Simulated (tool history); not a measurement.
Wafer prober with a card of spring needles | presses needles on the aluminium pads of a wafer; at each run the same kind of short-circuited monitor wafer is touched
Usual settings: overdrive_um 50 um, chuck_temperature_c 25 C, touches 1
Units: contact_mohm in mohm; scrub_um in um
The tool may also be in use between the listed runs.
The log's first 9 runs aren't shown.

| run | hour | overdrive_um | chuck_temperature_c | touches | contact_mohm | scrub_um |
|---|---|---|---|---|---|---|
|  | 135.6 | tips cleaned on abrasive film |
| 10 | 141.8 | 50 | 25 | 1 | 205 | 11.65 |
| 11 | 158.4 | 52 | 25 | 1 | 239 | 12.13 |
|  | 163.4 | tips cleaned on abrasive film |
| 12 | 173.3 | 52 | 30 | 1 | 220 | 12.03 |
|  | 190.0 | tips cleaned on abrasive film |
| 13 | 190.0 | 31 | 25 | 1 | 200 | 7.11 |
| 14 | 209.8 | 31 | 25 | 1 | 312 | 7.07 |
|  | 217.0 | tips cleaned on abrasive film |
| 15 | 220.0 | 31 | 25 | 1 | 226 | 7.01 |
| 16 | 230.2 | 50 | 25 | 1 | 226 | 11.48 |
|  | 244.2 | tips cleaned on abrasive film |
| 17 | 244.2 | 50 | 25 | 1 | 189 | 11.55 |
| 18 | 257.0 | 50 | 25 | 1 | 226 | 11.47 |
| 19 | 269.1 | 50 | 25 | 1 | 246 | 11.54 |
|  | 271.0 | tips cleaned on abrasive film |
| 20 | 283.1 | 30 | 44 | 1 | 297 | 6.88 |
| 21 | 293.4 | 30 | 73 | 1 | 341 | 6.80 |
|  | 298.9 | tips cleaned on abrasive film |
| 22 | 303.5 | 30 | 73 | 1 | 253 | 6.78 |
| 23 | 318.8 | 46 | 111 | 3 | 227 | 10.63 |

Forecast run 24:
|  | 325.6 | tips cleaned on abrasive film |
| 24 | 334.1 | 46 | 88 | 3 | ? | ? |

Run 24 gave contact_mohm 215 mohm, scrub_um 10.46 um.
Without the tool's hidden state the same run would have given contact_mohm 201 mohm, scrub_um 10.77 um.
